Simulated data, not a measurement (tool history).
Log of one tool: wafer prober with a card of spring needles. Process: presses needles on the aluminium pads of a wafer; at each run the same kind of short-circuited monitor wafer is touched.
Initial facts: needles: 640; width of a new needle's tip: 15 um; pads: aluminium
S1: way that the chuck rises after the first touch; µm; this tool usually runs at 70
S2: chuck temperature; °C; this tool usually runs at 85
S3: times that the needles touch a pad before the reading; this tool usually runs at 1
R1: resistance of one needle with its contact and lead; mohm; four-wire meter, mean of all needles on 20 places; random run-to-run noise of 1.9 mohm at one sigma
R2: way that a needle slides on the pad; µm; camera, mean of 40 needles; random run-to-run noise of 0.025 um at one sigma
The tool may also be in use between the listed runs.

Run 1, hour 0: usual settings. Result: R1 203 mohm, R2 11.53 µm.
At hour 16.7: tips cleaned on abrasive film.
Run 2, hour 22: usual settings. Result: R1 202 mohm, R2 11.51 µm.
At hour 35.8: tips cleaned on abrasive film.
Run 3, hour 43.1: usual settings but S1 52 µm. Result: R1 209 mohm, R2 8.54 µm.
At hour 54.5: tips cleaned on abrasive film.
Run 4, hour 56.9: usual settings. Result: R1 202 mohm, R2 11.53 µm.
Run 5, hour 69.5: usual settings. Result: R1 203 mohm, R2 11.49 µm.
At hour 73.6: tips cleaned on abrasive film.
At hour 88.2: height of the first contact set anew.
Run 6, hour 88.5: usual settings. Result: R1 198 mohm, R2 11.54 µm.
At hour 92.6: tips cleaned on abrasive film.
Run 7, hour 105.7: usual settings but S1 54 µm. Result: R1 207 mohm, R2 8.88 µm.
At hour 112.9: tips cleaned on abrasive film.
Run 8, hour 127.7: usual settings but S1 54 µm, S2 34 °C. Result: R1 194 mohm, R2 8.88 µm.
At hour 131.7: tips cleaned on abrasive film.
Run 9, hour 141.7: usual settings but S1 54 µm, S2 34 °C. Result: R1 196 mohm, R2 8.87 µm.
At hour 150.5: tips cleaned on abrasive film.
Run 10, hour 160.1: usual settings but S3 2. Result: R1 201 mohm, R2 11.53 µm.
At hour 169.7: tips cleaned on abrasive film.
Run 11, hour 171.8: usual settings but S3 2. Result: R1 207 mohm, R2 11.48 µm.
At hour 188.6: tips cleaned on abrasive film.
Run 12, hour 190.7: usual settings but S3 2. Result: R1 201 mohm, R2 11.54 µm.
At hour 208.7: tips cleaned on abrasive film.
Run 13, hour 208.7: usual settings but S2 31 °C, S3 2. Result: R1 189 mohm, R2 11.47 µm.
At hour 227.5: tips cleaned on abrasive film.
Run 14, hour 228.4: usual settings but S2 31 °C, S3 2. Result: R1 192 mohm, R2 11.49 µm.
At hour 247: tips cleaned on abrasive film.
Run 15, hour 247.6: usual settings but S2 31 °C, S3 2. Result: R1 193 mohm, R2 11.5 µm.
At hour 265.8: tips cleaned on abrasive film.
Run 16, hour 265.8: usual settings but S2 116 °C. Result: R1 207 mohm, R2 11.48 µm.
At hour 285.2: tips cleaned on abrasive film.
Run 17, hour 285.2: usual settings but S2 119 °C. Result: R1 206 mohm, R2 11.5 µm.
Run 18, hour 296.4: usual settings but S2 119 °C. Result: R1 209 mohm, R2 11.46 µm.
At hour 304.5: tips cleaned on abrasive film.
Run 19, hour 315.4: usual settings but S1 75 µm, S2 46 °C, S3 2. Result: R1 192 mohm, R2 12.3 µm.
At hour 323.1: tips cleaned on abrasive film.
Run 20, hour 327.3: usual settings but S1 75 µm, S2 46 °C, S3 2. Result: R1 194 mohm, R2 12.31 µm.
At hour 341.6: tips cleaned on abrasive film.
Run 21, hour 345.8: usual settings but S1 75 µm, S2 46 °C, S3 2. Result: R1 194 mohm, R2 12.28 µm.
Run 22, hour 360: usual settings but S1 75 µm, S2 46 °C, S3 2. Result: R1 195 mohm, R2 12.31 µm.
At hour 361.1: tips cleaned on abrasive film.
Run 23, hour 376.6: usual settings but S2 91 °C, S3 3. Result: R1 207 mohm, R2 11.52 µm.
At hour 380: tips cleaned on abrasive film.
Run 24, hour 387.1: usual settings but S2 91 °C, S3 3. Result: R1 204 mohm, R2 11.51 µm.
At hour 399.6: tips cleaned on abrasive film.
Run 25, hour 399.7: usual settings but S1 90 µm, S2 91 °C, S3 3. Result: R1 198 mohm, R2 14.78 µm.
Run 26, hour 409.1: usual settings but S1 90 µm, S2 91 °C, S3 3. Result: R1 203 mohm, R2 14.8 µm.
At hour 418.6: tips cleaned on abrasive film.
At hour 425.4: height of the first contact set anew.
Run 27, hour 427.4: usual settings but S2 93 °C. Result: R1 203 mohm, R2 11.54 µm.
At hour 437.9: tips cleaned on abrasive film.
Run 28, hour 437.9: usual settings but S2 93 °C. Result: R1 205 mohm, R2 11.53 µm.
Run 29, hour 447.1: usual settings but S2 93 °C, S3 2. Result: R1 204 mohm, R2 11.51 µm.
At hour 457.9: tips cleaned on abrasive film.
Run 30, hour 459.4: usual settings but S1 72 µm, S2 77 °C, S3 2. Result: R1 202 mohm, R2 11.82 µm.
Run 31, hour 470.9: usual settings but S3 2. Result: R1 204 mohm, R2 11.48 µm.
At hour 477.3: tips cleaned on abrasive film.
Run 32, hour 482: usual settings but S1 57 µm, S2 58 °C, S3 2. Result: R1 200 mohm, R2 9.39 µm.
At hour 496.6: tips cleaned on abrasive film.
Run 33, hour 504: usual settings but S1 57 µm, S2 58 °C, S3 2. Result: R1 197 mohm, R2 9.37 µm.

Alternative continuations, all from the tool just after run 33; predict every row:
At hour 515.6: tips cleaned on abrasive film.
Run A, hour 522.6: usual settings but S1 57 µm, S2 30 °C, S3 2. Result: R1 ?, R2 ?.
At hour 515.6: tips cleaned on abrasive film.
Run B, hour 522.6: usual settings but S1 57 µm, S2 31 °C, S3 2. Result: R1 ?, R2 ?.
At hour 515.6: tips cleaned on abrasive film.
Run C, hour 522.6: usual settings but S1 57 µm, S2 90 °C, S3 2. Result: R1 ?, R2 ?.
At hour 515.6: tips cleaned on abrasive film.
Run D, hour 522.6: usual settings but S1 75 µm, S2 58 °C, S3 2. Result: R1 ?, R2 ?.

run   R1     R2
  A  194   9.37
  B  194   9.37
  C  209   9.35
  D  197  12.33
Without the tool's unlogged condition, the same runs would have read:
run   R1     R2
  A  194   9.37
  B  194   9.37
  C  209   9.35
  D  197  12.33

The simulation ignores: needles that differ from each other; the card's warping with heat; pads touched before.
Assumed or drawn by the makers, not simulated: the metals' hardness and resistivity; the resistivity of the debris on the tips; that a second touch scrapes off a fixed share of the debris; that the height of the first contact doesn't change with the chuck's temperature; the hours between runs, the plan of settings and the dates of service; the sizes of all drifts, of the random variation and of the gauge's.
